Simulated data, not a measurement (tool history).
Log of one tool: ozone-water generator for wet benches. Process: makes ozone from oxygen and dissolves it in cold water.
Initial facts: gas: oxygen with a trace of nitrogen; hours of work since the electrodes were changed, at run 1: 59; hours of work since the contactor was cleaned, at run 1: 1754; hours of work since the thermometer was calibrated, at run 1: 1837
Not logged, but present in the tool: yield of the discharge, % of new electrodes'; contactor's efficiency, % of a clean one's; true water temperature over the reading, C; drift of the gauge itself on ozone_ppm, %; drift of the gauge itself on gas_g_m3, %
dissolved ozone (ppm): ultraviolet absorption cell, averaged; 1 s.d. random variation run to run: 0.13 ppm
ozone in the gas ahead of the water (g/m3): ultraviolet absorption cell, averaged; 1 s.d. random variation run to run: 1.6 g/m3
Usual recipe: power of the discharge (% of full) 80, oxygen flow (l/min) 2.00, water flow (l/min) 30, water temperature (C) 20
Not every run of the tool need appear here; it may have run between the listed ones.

| run | hour | power of the discharge (% of full) | oxygen flow (l/min) | water flow (l/min) | water temperature (C) | hours of work since the electrodes were changed | hours of work since the contactor was cleaned | hours of work since the thermometer was calibrated | dissolved ozone (ppm) | ozone in the gas ahead of the water (g/m3) |
|---|---|---|---|---|---|---|---|---|---|---|
| 1 | 0.0 | 80 | 2.00 | 30 | 20 | 59 | 1754 | 1837 | 13.7 | 294.0 |
| 2 | 31.3 | 80 | 3.55 | 30 | 20 | 87 | 1782 | 1865 | 15.2 | 208.5 |
| 3 | 59.9 | 80 | 3.55 | 30 | 20 | 113 | 1808 | 1891 | 15.1 | 208.3 |
| 4 | 77.4 | 80 | 3.55 | 30 | 20 | 129 | 1824 | 1907 | 14.9 | 208.7 |
| 5 | 95.9 | 80 | 2.00 | 30 | 19 | 146 | 1841 | 1924 | 13.6 | 296.7 |
| 6 | 113.9 | 80 | 2.00 | 30 | 19 | 162 | 1857 | 1940 | 13.7 | 299.8 |
| 7 | 140.3 | 80 | 2.00 | 30 | 19 | 186 | 1881 | 1964 | 13.8 | 298.0 |
| 8 | 164.3 | 80 | 2.00 | 30 | 19 | 208 | 1903 | 1986 | 13.8 | 300.6 |
| 9 | 190.1 | 80 | 2.00 | 30 | 16 | 232 | 1926 | 2009 | 14.0 | 298.9 |
| 10 | 211.2 | 80 | 2.00 | 30 | 20 | 251 | 1946 | 2028 | 13.8 | 296.4 |
| 11 | 231.1 | 80 | 2.00 | 30 | 20 | 269 | 1964 | 2047 | 13.6 | 298.9 |
| 12 | 260.5 | 80 | 2.00 | 30 | 19 | 295 | 1990 | 2073 | 14.0 | 300.6 |
| 13 | 294.2 | 80 | 2.00 | 30 | 19 | 326 | 2021 | 2104 | 13.6 | 298.8 |
| 14 | 324.2 | 80 | 1.87 | 30 | 19 | 353 | 2048 | 2131 | 13.6 | 313.3 |
| 15 | 343.7 | 60 | 2.57 | 37 | 16 | 371 | 2066 | 2149 | 10.0 | 217.9 |
| 16 | 359.8 | 80 | 2.65 | 25 | 20 | 386 | 2081 | 2163 | 17.6 | 255.8 |
| 17 | 380.8 | 80 | 2.65 | 25 | 20 | 405 | 2100 | 2182 | 17.5 | 253.7 |
| 18 | 401.6 | 91 | 2.00 | 30 | 22 | 424 | 2119 | 2201 | 14.6 | 325.0 |
| 19 | 435.0 | 59 | 1.36 | 30 | 20 | 454 | 2149 | 2232 | 10.5 | 320.8 |
| 20 | 454.4 | 85 | 2.03 | 30 | 20 | 472 | 2167 | 2249 | 14.5 | 311.9 |
| 21 | 470.1 | 48 | 2.00 | 30 | 13 | 486 | 2181 | 2264 | 10.4 | 220.7 |
| 22 | 493.1 | 80 | 2.00 | 30 | 20 | 507 | 2202 | 2285 | 13.8 | 305.4 |
| 23 | 519.5 | 80 | 2.00 | 30 | 20 | 531 | 2226 | 2309 | 14.1 | 301.2 |
|  | 534.7 | gauge calibrated |
| 24 | 535.4 | 50 | 2.00 | 30 | 23 | 545 | 2240 | 2323 | 10.1 | 224.4 |

For some of the steps in ozone in the gas ahead of the water (g/m3) from one run to the next: how much would appear even if the tool had no hidden state, given the settings, what came in and random variation, and how much remains for the hidden state plus any gauge scatter that the measured result and the result without hidden state don't share?
Run 14 -> 15: power of the discharge (% of full) 80 -> 60, oxygen flow (l/min) 1.87 -> 2.57, water flow (l/min) 30 -> 37, water temperature (C) 19 -> 16. ozone in the gas ahead of the water (g/m3) -95.4: hidden state -1.4, all else -94.0.
Run 20 -> 21: power of the discharge (% of full) 85 -> 48, oxygen flow (l/min) 2.03 -> 2.00, water temperature (C) 20 -> 13. ozone in the gas ahead of the water (g/m3) -91.2: hidden state -2.0, all else -89.2.
Run 21 -> 22: power of the discharge (% of full) 48 -> 80, water temperature (C) 13 -> 20. ozone in the gas ahead of the water (g/m3) +84.7: hidden state +2.4, all else +82.3.
Run 23 -> 24: power of the discharge (% of full) 80 -> 50, water temperature (C) 20 -> 23, gauge calibrated. ozone in the gas ahead of the water (g/m3) -76.8: hidden state -8.5, all else -68.3.

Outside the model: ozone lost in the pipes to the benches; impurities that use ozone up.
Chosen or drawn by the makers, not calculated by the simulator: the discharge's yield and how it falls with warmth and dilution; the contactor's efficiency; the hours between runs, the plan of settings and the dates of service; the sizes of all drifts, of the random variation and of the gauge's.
